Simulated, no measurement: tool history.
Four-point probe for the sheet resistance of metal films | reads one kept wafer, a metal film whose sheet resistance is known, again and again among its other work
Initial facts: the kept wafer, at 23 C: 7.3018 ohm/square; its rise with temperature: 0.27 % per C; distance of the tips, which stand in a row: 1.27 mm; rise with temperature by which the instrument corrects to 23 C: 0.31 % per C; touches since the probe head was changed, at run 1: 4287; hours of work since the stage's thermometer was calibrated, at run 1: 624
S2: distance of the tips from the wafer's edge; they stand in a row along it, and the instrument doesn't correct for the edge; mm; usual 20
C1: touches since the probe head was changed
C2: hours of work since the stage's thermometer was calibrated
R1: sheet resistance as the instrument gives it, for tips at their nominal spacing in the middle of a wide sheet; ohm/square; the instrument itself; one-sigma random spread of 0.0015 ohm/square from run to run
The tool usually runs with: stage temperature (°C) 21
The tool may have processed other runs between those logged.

Run 1, hour 0.0: usual settings; C1 4287; C2 624. Result: R1 7.321279 ohm/square.
Run 2, hour 119.7: usual settings; C1 9153; C2 704. Result: R1 7.330994 ohm/square.
Run 3, hour 183.5: usual settings but S2 9 mm; C1 11748; C2 746. Result: R1 7.395252 ohm/square.
Run 4, hour 304.7: usual settings but S2 9 mm; C1 16673; C2 827. Result: R1 7.403047 ohm/square.
Run 5, hour 382.5: usual settings but S2 9 mm; C1 19836; C2 879. Result: R1 7.409920 ohm/square.
Run 6, hour 469.8: usual settings but S2 9 mm; C1 23383; C2 937. Result: R1 7.415275 ohm/square.
Run 7, hour 570.5: usual settings but stage temperature (°C) 20; C1 27478; C2 1004. Result: R1 7.361776 ohm/square.
Run 8, hour 658.5: usual settings but stage temperature (°C) 20; C1 31055; C2 1062. Result: R1 7.370226 ohm/square.
Run 9, hour 775.3: usual settings but stage temperature (°C) 20; C1 35802; C2 1140. Result: R1 7.378094 ohm/square.
Run 10, hour 854.3: usual settings but stage temperature (°C) 20, S2 8 mm; C1 39015; C2 1193. Result: R1 7.467056 ohm/square.
Run 11, hour 925.9: usual settings but stage temperature (°C) 20, S2 8 mm; C1 41926; C2 1240. Result: R1 7.469769 ohm/square.
Run 12, hour 1040.7: usual settings but stage temperature (°C) 24, S2 24 mm; C1 46590; C2 1317. Result: R1 7.378232 ohm/square.
Run 13, hour 1107.3: usual settings but stage temperature (°C) 24; C1 49298; C2 1361. Result: R1 7.388003 ohm/square.
Run 14, hour 1186.2: usual settings but stage temperature (°C) 31, S2 36 mm; C1 52506; C2 1414. Result: R1 7.363112 ohm/square.
At hour 1246.7: stage's thermometer calibrated.
Run 15, hour 1315.3: usual settings but stage temperature (°C) 31, S2 60 mm; C1 57736; C2 46. Result: R1 7.363898 ohm/square.
Run 16, hour 1398.3: usual settings but stage temperature (°C) 31, S2 60 mm; C1 61110; C2 101. Result: R1 7.367164 ohm/square.
Run 17, hour 1509.3: usual settings but stage temperature (°C) 31, S2 60 mm; C1 65619; C2 175. Result: R1 7.377545 ohm/square.
At hour 1602.9: new probe head fitted.
Run 18, hour 1629.0: usual settings but stage temperature (°C) 35; C1 1062; C2 254. Result: R1 7.293772 ohm/square.
Run 19, hour 1756.2: usual settings but stage temperature (°C) 35; C1 6231; C2 338. Result: R1 7.303607 ohm/square.
Run 20, hour 1842.2: usual settings but stage temperature (°C) 34, S2 9 mm; C1 9727; C2 396. Result: R1 7.375923 ohm/square.
Run 21, hour 1959.2: usual settings but stage temperature (°C) 23, S2 62 mm; C1 14486; C2 474. Result: R1 7.334980 ohm/square.

Alternative continuations, all from the tool just after run 21; predict every row:
Run A, hour 2062.5: usual settings but stage temperature (°C) 23, S2 8 mm; C1 18682; C2 542. Result: R1 ?.
Run B, hour 2062.5: usual settings but stage temperature (°C) 23, S2 24 mm; C1 18682; C2 542. Result: R1 ?.
Run C, hour 2062.5: usual settings but stage temperature (°C) 30, S2 59 mm; C1 18682; C2 542. Result: R1 ?.
Run D, hour 2062.5: usual settings but stage temperature (°C) 33, S2 62 mm; C1 18682; C2 542. Result: R1 ?.
Run E, hour 2062.5: usual settings but stage temperature (°C) 34; C1 18682; C2 542. Result: R1 ?.

run        R1
  A  7.439100
  B  7.352642
  C  7.321016
  D  7.314379
  E  7.332034
Stripped of hidden state, with their random variation kept, the same runs would have yielded:
run        R1
  A  7.398150
  B  7.312132
  C  7.280713
  D  7.274127
  E  7.291695
